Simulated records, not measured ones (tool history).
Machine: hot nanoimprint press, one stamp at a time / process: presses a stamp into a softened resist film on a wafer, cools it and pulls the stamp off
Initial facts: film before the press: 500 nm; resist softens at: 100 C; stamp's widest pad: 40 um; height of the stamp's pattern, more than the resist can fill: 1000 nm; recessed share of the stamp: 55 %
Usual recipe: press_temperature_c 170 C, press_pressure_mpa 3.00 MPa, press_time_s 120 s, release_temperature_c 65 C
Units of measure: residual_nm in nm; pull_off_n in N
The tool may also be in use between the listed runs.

run 1 hour=0.0 | press_temperature_c=170 press_pressure_mpa=3.00 press_time_s=120 release_temperature_c=65 | residual_nm=239.8 pull_off_n=146
run 2 hour=28.8 | press_temperature_c=170 press_pressure_mpa=3.00 press_time_s=120 release_temperature_c=65 | residual_nm=238.1 pull_off_n=150
run 3 hour=56.9 | press_temperature_c=170 press_pressure_mpa=3.00 press_time_s=120 release_temperature_c=65 | residual_nm=238.2 pull_off_n=148
run 4 hour=73.4 | press_temperature_c=170 press_pressure_mpa=2.82 press_time_s=120 release_temperature_c=65 | residual_nm=245.1 pull_off_n=149
run 5 hour=90.1 | press_temperature_c=167 press_pressure_mpa=3.00 press_time_s=120 release_temperature_c=65 | residual_nm=269.3 pull_off_n=150
run 6 hour=116.5 | press_temperature_c=170 press_pressure_mpa=3.00 press_time_s=120 release_temperature_c=65 | residual_nm=235.8 pull_off_n=153
run 7 hour=151.5 | press_temperature_c=170 press_pressure_mpa=3.00 press_time_s=120 release_temperature_c=65 | residual_nm=237.9 pull_off_n=153
run 8 hour=179.4 | press_temperature_c=170 press_pressure_mpa=3.00 press_time_s=120 release_temperature_c=65 | residual_nm=236.6 pull_off_n=152
run 9 hour=195.9 | press_temperature_c=170 press_pressure_mpa=3.00 press_time_s=120 release_temperature_c=65 | residual_nm=234.2 pull_off_n=146
-- hour=202.1 plate thermocouple calibrated
run 10 hour=220.5 | press_temperature_c=170 press_pressure_mpa=3.00 press_time_s=120 release_temperature_c=65 | residual_nm=236.5 pull_off_n=153
run 11 hour=251.0 | press_temperature_c=174 press_pressure_mpa=3.00 press_time_s=120 release_temperature_c=65 | residual_nm=196.0 pull_off_n=150
run 12 hour=276.9 | press_temperature_c=174 press_pressure_mpa=3.00 press_time_s=120 release_temperature_c=65 | residual_nm=196.1 pull_off_n=150
run 13 hour=310.0 | press_temperature_c=170 press_pressure_mpa=3.00 press_time_s=120 release_temperature_c=60 | residual_nm=231.8 pull_off_n=168
run 14 hour=344.2 | press_temperature_c=163 press_pressure_mpa=3.00 press_time_s=120 release_temperature_c=65 | residual_nm=315.8 pull_off_n=151
run 15 hour=362.0 | press_temperature_c=170 press_pressure_mpa=3.00 press_time_s=120 release_temperature_c=65 | residual_nm=233.9 pull_off_n=147
run 16 hour=379.3 | press_temperature_c=170 press_pressure_mpa=3.00 press_time_s=120 release_temperature_c=65 | residual_nm=234.7 pull_off_n=152
run 17 hour=397.6 | press_temperature_c=162 press_pressure_mpa=2.73 press_time_s=192 release_temperature_c=60 | residual_nm=294.6 pull_off_n=166
run 18 hour=433.2 | press_temperature_c=170 press_pressure_mpa=3.00 press_time_s=120 release_temperature_c=65 | residual_nm=233.0 pull_off_n=149
run 19 hour=453.5 | press_temperature_c=170 press_pressure_mpa=3.00 press_time_s=120 release_temperature_c=65 | residual_nm=232.7 pull_off_n=150
run 20 hour=483.5 | press_temperature_c=170 press_pressure_mpa=4.69 press_time_s=120 release_temperature_c=55 | residual_nm=188.5 pull_off_n=190
-- hour=513.2 stamp cleaned and given a new release coat
run 21 hour=513.2 | press_temperature_c=170 press_pressure_mpa=4.55 press_time_s=120 release_temperature_c=65 | residual_nm=190.4 pull_off_n=149
run 22 hour=538.4 | press_temperature_c=177 press_pressure_mpa=2.81 press_time_s=168 release_temperature_c=67 | residual_nm=152.8 pull_off_n=143
run 23 hour=573.1 | press_temperature_c=175 press_pressure_mpa=2.81 press_time_s=168 release_temperature_c=69 | residual_nm=167.9 pull_off_n=136
-- hour=576.2 gauge calibrated
run 24 hour=599.0 | press_temperature_c=170 press_pressure_mpa=2.11 press_time_s=120 release_temperature_c=59 | residual_nm=276.5 pull_off_n=176
run 25 hour=629.6 | press_temperature_c=170 press_pressure_mpa=2.11 press_time_s=120 release_temperature_c=59 | residual_nm=277.7 pull_off_n=169
run 26 hour=663.7 | press_temperature_c=170 press_pressure_mpa=3.52 press_time_s=120 release_temperature_c=52 | residual_nm=219.9 pull_off_n=197
run 27 hour=698.5 | press_temperature_c=170 press_pressure_mpa=3.52 press_time_s=120 release_temperature_c=52 | residual_nm=218.9 pull_off_n=199
run 28 hour=734.2 | press_temperature_c=162 press_pressure_mpa=3.00 press_time_s=120 release_temperature_c=65 | residual_nm=329.9 pull_off_n=150
run 29 hour=764.5 | press_temperature_c=162 press_pressure_mpa=2.99 press_time_s=88 release_temperature_c=65 | residual_nm=354.7 pull_off_n=151

What if the next run were any one of these 5? Each begins from the tool's condition after run 29:
-- hour=778.5 plate thermocouple calibrated
run A hour=786.4 | press_temperature_c=170 press_pressure_mpa=3.38 press_time_s=120 release_temperature_c=65 | residual_nm=? pull_off_n=?
-- hour=778.5 plate thermocouple calibrated
run B hour=786.4 | press_temperature_c=170 press_pressure_mpa=2.20 press_time_s=120 release_temperature_c=55 | residual_nm=? pull_off_n=?
-- hour=778.5 plate thermocouple calibrated
run C hour=786.4 | press_temperature_c=170 press_pressure_mpa=3.00 press_time_s=114 release_temperature_c=52 | residual_nm=? pull_off_n=?
-- hour=778.5 plate thermocouple calibrated
run D hour=786.4 | press_temperature_c=170 press_pressure_mpa=1.82 press_time_s=160 release_temperature_c=65 | residual_nm=? pull_off_n=?
-- hour=778.5 plate thermocouple calibrated
run E hour=786.4 | press_temperature_c=179 press_pressure_mpa=4.53 press_time_s=120 release_temperature_c=63 | residual_nm=? pull_off_n=?

run=A residual_nm=224.8 pull_off_n=152
run=B residual_nm=271.3 pull_off_n=183
run=C residual_nm=241.8 pull_off_n=200
run=D residual_nm=267.6 pull_off_n=152
run=E residual_nm=124.9 pull_off_n=153
Had the tool no hidden state, the same runs would have come out as:
run=A residual_nm=226.8 pull_off_n=151
run=B residual_nm=273.9 pull_off_n=182
run=C residual_nm=244.0 pull_off_n=199
run=D residual_nm=270.2 pull_off_n=151
run=E residual_nm=125.9 pull_off_n=153
